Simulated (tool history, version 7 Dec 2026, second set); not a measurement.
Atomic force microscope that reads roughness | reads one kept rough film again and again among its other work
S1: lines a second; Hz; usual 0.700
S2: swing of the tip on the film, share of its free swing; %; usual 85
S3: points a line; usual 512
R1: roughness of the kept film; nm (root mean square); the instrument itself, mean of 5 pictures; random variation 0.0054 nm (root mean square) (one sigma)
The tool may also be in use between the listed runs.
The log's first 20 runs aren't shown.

run    hour     S1  S2    S3     R1
 21   662.9  0.859  57   692  0.931
      679.0  -- height scale calibrated on a step standard, once more
      683.4  -- new tip fitted
 22   695.3  0.543  70   803  0.965
 23   729.3  2.148  64   294  0.872
      753.0  -- new tip fitted
 24   757.3  2.471  90   421  0.690
 25   787.3  2.471  90   421  0.684
      823.8  -- new tip fitted
 26   827.8  2.471  90   421  0.696
 27   867.3  3.731  78  1015  0.704
      893.6  -- new tip fitted
 28   898.1  2.761  85   370  0.719
 29   937.6  1.612  59   512  0.919
      966.2  -- new tip fitted
 30   983.0  2.910  85   662  0.696
 31  1020.5  0.565  56   512  0.935
     1038.0  -- new tip fitted
 32  1061.9  2.158  76   687  0.824
 33  1106.4  0.700  56   739  0.918
     1111.1  -- new tip fitted
 34  1150.3  1.074  85   512  0.838
     1183.2  -- new tip fitted
 35  1184.6  2.953  73   566  0.813
 36  1211.5  1.256  79   635  0.850
 37  1233.9  1.256  79   635  0.837
     1252.8  -- new tip fitted
 38  1280.4  1.256  79   635  0.859
 39  1321.0  3.099  85   512  0.646
     1325.5  -- new tip fitted
 40  1364.3  3.099  85   512  0.678
     1396.1  -- new tip fitted
 41  1410.4  0.700  80   561  0.918
 42  1434.7  0.700  80   561  0.902

3 ways to go on from here, each from the tool as it stands after run 42. What would each give?
  A  1464.2  0.700  80  898   ?
  B  1464.2  0.598  75  512   ?
  C  1464.2  2.507  61  452   ?

run     R1
  A  0.866
  B  0.890
  C  0.846
Without the tool's hidden state the same runs would have given:
run     R1
  A  0.935
  B  0.960
  C  0.914
